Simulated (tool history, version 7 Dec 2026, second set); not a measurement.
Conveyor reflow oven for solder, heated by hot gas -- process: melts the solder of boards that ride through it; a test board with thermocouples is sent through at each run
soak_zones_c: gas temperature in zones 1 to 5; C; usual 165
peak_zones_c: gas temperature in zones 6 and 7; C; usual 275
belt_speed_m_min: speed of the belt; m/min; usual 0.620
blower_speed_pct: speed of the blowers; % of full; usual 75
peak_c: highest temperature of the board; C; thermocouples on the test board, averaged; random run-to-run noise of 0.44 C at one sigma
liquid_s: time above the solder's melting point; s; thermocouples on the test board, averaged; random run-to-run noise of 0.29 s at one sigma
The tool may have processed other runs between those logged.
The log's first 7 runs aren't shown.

Run 8, day 2.771: usual settings but belt_speed_m_min 0.676 m/min. Result: peak_c 248.3 C, liquid_s 34.3 s.
Run 9, day 3.196: usual settings but belt_speed_m_min 0.708 m/min. Result: peak_c 246.0 C, liquid_s 31.3 s.
Run 10, day 3.825: usual settings but belt_speed_m_min 0.708 m/min. Result: peak_c 246.4 C, liquid_s 31.1 s.
Run 11, day 4.383: usual settings but blower_speed_pct 65 % of full. Result: peak_c 248.4 C, liquid_s 37.3 s.
Run 12, day 4.862: usual settings but blower_speed_pct 65 % of full. Result: peak_c 248.0 C, liquid_s 37.7 s.
Run 13, day 5.283: usual settings but blower_speed_pct 65 % of full. Result: peak_c 248.0 C, liquid_s 37.0 s.
Run 14, day 5.712: usual settings but blower_speed_pct 65 % of full. Result: peak_c 247.7 C, liquid_s 36.8 s.
Run 15, day 6.321: usual settings but blower_speed_pct 65 % of full. Result: peak_c 248.1 C, liquid_s 36.8 s.
Run 16, day 6.696: usual settings but blower_speed_pct 65 % of full. Result: peak_c 247.4 C, liquid_s 37.2 s.
At day 6.896: belt drive overhauled, speed set with a stopwatch.
Run 17, day 7.362: usual settings but belt_speed_m_min 0.578 m/min. Result: peak_c 253.5 C, liquid_s 45.2 s.

Forecast run 18:
Run 18, day 7.854: usual settings but soak_zones_c 158 C, peak_zones_c 274 C, belt_speed_m_min 0.507 m/min, blower_speed_pct 51 % of full. Result: peak_c ?, liquid_s ?.

peak_c: 248.2 C
liquid_s: 44.3 s
Were there no unlogged condition in the tool, this run, its random variation unchanged, would have produced peak_c 251.2 C, liquid_s 46.6 s.

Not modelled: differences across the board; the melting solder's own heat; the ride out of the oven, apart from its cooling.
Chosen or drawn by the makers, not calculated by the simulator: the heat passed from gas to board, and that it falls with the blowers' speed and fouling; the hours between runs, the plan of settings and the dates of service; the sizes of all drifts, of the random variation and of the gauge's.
